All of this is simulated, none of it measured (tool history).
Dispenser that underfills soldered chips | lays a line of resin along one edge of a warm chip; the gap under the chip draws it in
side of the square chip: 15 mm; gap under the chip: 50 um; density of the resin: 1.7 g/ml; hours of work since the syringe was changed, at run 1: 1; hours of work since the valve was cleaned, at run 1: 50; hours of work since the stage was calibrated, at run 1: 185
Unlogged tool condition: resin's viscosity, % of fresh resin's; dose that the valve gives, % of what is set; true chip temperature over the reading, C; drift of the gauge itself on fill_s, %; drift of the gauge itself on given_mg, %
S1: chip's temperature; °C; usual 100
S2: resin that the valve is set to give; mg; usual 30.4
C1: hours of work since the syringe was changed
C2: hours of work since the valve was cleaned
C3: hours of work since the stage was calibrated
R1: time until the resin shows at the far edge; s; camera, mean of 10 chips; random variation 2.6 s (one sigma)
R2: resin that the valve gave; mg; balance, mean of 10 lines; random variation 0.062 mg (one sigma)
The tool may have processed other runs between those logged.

Run 1, hour 0.0: usual settings; C1 1; C2 50; C3 185. Result: R1 268.5 s, R2 29.33 mg.
Run 2, hour 4.5: usual settings but S1 107 °C; C1 5; C2 53; C3 188. Result: R1 267.6 s, R2 29.26 mg.
At hour 5.3: new syringe of resin.
At hour 7.6: dispensing valve cleaned and set on the balance.
Run 3, hour 11.9: usual settings; C1 4; C2 3; C3 193. Result: R1 328.9 s, R2 30.30 mg.
At hour 13.3: new syringe of resin.
Run 4, hour 16.9: usual settings but S2 28.8 mg; C1 3; C2 7; C3 197. Result: R1 298.5 s, R2 28.63 mg.
At hour 20.5: new syringe of resin.
Run 5, hour 21.6: usual settings; C1 1; C2 10; C3 200. Result: R1 257.4 s, R2 29.99 mg.
Run 6, hour 25.2: usual settings but S1 85 °C; C1 4; C2 13; C3 203. Result: R1 586.1 s, R2 29.98 mg.
At hour 27.7: new syringe of resin.
Run 7, hour 30.3: usual settings but S1 85 °C; C1 2; C2 17; C3 207. Result: R1 513.4 s, R2 29.96 mg.
Run 8, hour 32.8: usual settings but S1 85 °C, S2 30.8 mg; C1 4; C2 19; C3 209. Result: R1 596.8 s, R2 30.42 mg.
At hour 35.0: new syringe of resin.
Run 9, hour 37.0: usual settings but S2 27.5 mg; C1 2; C2 22; C3 212. Result: R1 279.6 s, R2 27.01 mg.
Run 10, hour 39.5: usual settings but S2 35.3 mg; C1 4; C2 24; C3 214. Result: R1 318.6 s, R2 34.59 mg.
At hour 42.2: new syringe of resin.
Run 11, hour 44.1: usual settings but S2 35.3 mg; C1 1; C2 27; C3 217. Result: R1 265.1 s, R2 34.48 mg.
At hour 49.3: new syringe of resin.
Run 12, hour 50.4: usual settings but S2 35.3 mg; C1 1; C2 32; C3 221. Result: R1 253.4 s, R2 34.52 mg.
Run 13, hour 53.8: usual settings but S2 26.4 mg; C1 3; C2 34; C3 224. Result: R1 325.1 s, R2 25.71 mg.
At hour 56.4: new syringe of resin.
Run 14, hour 57.9: usual settings; C1 1; C2 37; C3 227. Result: R1 264.0 s, R2 29.56 mg.
Run 15, hour 62.0: usual settings; C1 4; C2 40; C3 230. Result: R1 333.4 s, R2 29.55 mg.
At hour 63.5: new syringe of resin.
Run 16, hour 65.6: usual settings but S1 95 °C, S2 38.6 mg; C1 2; C2 43; C3 233. Result: R1 322.1 s, R2 37.36 mg.
At hour 70.4: new syringe of resin.
Run 17, hour 70.4: usual settings but S1 93 °C, S2 29.5 mg; C1 0; C2 46; C3 236. Result: R1 312.4 s, R2 28.62 mg.
Run 18, hour 76.6: usual settings but S1 93 °C, S2 29.5 mg; C1 5; C2 51; C3 241. Result: R1 450.4 s, R2 28.43 mg.
At hour 77.4: new syringe of resin.
At hour 82.5: dispensing valve cleaned and set on the balance.
Run 19, hour 82.5: usual settings but S1 99 °C; C1 3; C2 0; C3 245. Result: R1 312.3 s, R2 30.40 mg.
At hour 85.6: new syringe of resin.
Run 20, hour 88.7: usual settings but S1 99 °C; C1 2; C2 5; C3 249. Result: R1 296.5 s, R2 30.37 mg.
At hour 92.6: new syringe of resin.
Run 21, hour 94.3: usual settings but S1 99 °C; C1 1; C2 9; C3 253. Result: R1 271.8 s, R2 30.26 mg.
Run 22, hour 98.9: usual settings but S1 93 °C, S2 34.7 mg; C1 5; C2 12; C3 257. Result: R1 442.4 s, R2 34.37 mg.
At hour 99.6: new syringe of resin.
Run 23, hour 103.3: usual settings but S1 95 °C, S2 31.2 mg; C1 3; C2 15; C3 260. Result: R1 362.0 s, R2 30.90 mg.
At hour 106.6: new syringe of resin.
Run 24, hour 106.9: usual settings but S1 95 °C, S2 31.2 mg; C1 0; C2 18; C3 262. Result: R1 295.4 s, R2 30.89 mg.
Run 25, hour 111.0: usual settings but S1 107 °C, S2 38.2 mg; C1 3; C2 21; C3 266. Result: R1 235.2 s, R2 37.64 mg.
At hour 113.8: new syringe of resin.
Run 26, hour 117.0: usual settings but S1 107 °C, S2 37.9 mg; C1 2; C2 25; C3 270. Result: R1 215.7 s, R2 37.30 mg.
At hour 121.0: new syringe of resin.
Run 27, hour 121.6: usual settings but S1 107 °C, S2 37.9 mg; C1 0; C2 29; C3 273. Result: R1 185.5 s, R2 37.22 mg.
Run 28, hour 124.3: usual settings but S1 88 °C; C1 3; C2 31; C3 275. Result: R1 460.9 s, R2 29.75 mg.
At hour 128.3: new syringe of resin.
Run 29, hour 129.5: usual settings but S1 88 °C, S2 30.2 mg; C1 1; C2 35; C3 279. Result: R1 404.8 s, R2 29.54 mg.
At hour 135.5: new syringe of resin.
Run 30, hour 135.6: usual settings but S1 88 °C, S2 30.2 mg; C1 0; C2 39; C3 284. Result: R1 390.8 s, R2 29.31 mg.

Per-run results on a tool with no hidden state, each run keeping its own random variation:
run     R1     R2
  1  251.4  30.35
  2  193.0  30.36
  3  252.4  30.42
  4  257.4  28.81
  5  253.5  30.26
  6  470.5  30.30
  7  466.0  30.36
  8  467.6  30.87
  9  256.3  27.47
 10  253.1  35.23
 11  248.7  35.21
 12  254.7  35.37
 13  266.0  26.40
 14  255.7  30.40
 15  254.5  30.47
 16  303.5  38.60
 17  335.3  29.64
 18  338.2  29.55
 19  257.5  30.38
 20  258.4  30.45
 21  263.6  30.43
 22  329.7  34.64
 23  309.5  31.22
 24  303.7  31.26
 25  190.2  38.19
 26  189.3  37.96
 27  190.0  37.97
 28  406.8  30.39
 29  408.0  30.27
 30  408.2  30.13

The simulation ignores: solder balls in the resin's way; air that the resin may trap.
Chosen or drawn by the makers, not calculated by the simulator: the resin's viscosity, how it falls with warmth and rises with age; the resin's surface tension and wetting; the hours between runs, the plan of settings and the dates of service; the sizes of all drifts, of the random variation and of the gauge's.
